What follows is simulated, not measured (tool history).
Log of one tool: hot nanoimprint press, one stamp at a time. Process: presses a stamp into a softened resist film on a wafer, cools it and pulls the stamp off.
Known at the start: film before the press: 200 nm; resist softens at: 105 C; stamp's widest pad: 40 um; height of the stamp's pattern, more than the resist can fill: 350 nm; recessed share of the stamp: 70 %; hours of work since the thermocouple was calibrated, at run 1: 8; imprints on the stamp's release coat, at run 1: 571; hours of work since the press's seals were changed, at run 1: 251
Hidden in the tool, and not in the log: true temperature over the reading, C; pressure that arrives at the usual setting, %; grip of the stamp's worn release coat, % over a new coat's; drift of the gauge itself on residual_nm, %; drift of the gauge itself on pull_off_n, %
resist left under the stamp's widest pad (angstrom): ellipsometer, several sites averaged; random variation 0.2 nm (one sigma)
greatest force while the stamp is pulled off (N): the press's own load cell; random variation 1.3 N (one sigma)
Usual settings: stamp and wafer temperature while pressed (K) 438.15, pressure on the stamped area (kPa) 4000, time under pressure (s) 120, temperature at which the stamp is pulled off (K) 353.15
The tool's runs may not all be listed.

run	hour	stamp and wafer temperature while pressed (K)	pressure on the stamped area (kPa)	time under pressure (s)	temperature at which the stamp is pulled off (K)	hours of work since the thermocouple was calibrated	imprints on the stamp's release coat	hours of work since the press's seals were changed	resist left under the stamp's widest pad (angstrom)	greatest force while the stamp is pulled off (N)
1	0	438.15	4000	120	353.15	8	571	251	808	147
2	13.4	438.15	4000	120	353.15	14	598	257	809	146
3	22.5	438.15	5290	120	353.15	17	617	261	714	146
4	36.1	448.15	5290	120	353.15	23	645	267	441	146
5	52.2	438.15	4000	120	353.15	30	678	273	807	147
6	63.9	443.15	4000	120	353.15	35	702	278	642	149
7	80.9	443.15	4000	120	353.15	42	737	286	638	148
8	89.8	443.15	4000	120	353.15	46	755	290	638	149
9	104.7	438.15	2900	120	353.15	53	786	296	928	151

Forecast run 10:
10	114.4	438.15	2900	120	353.15	57	806	300	?	?

Run 10 gave resist left under the stamp's widest pad (angstrom) 930, greatest force while the stamp is pulled off (N) 150.
Without the tool's hidden state the same run would have given resist left under the stamp's widest pad (angstrom) 938, greatest force while the stamp is pulled off (N) 138.
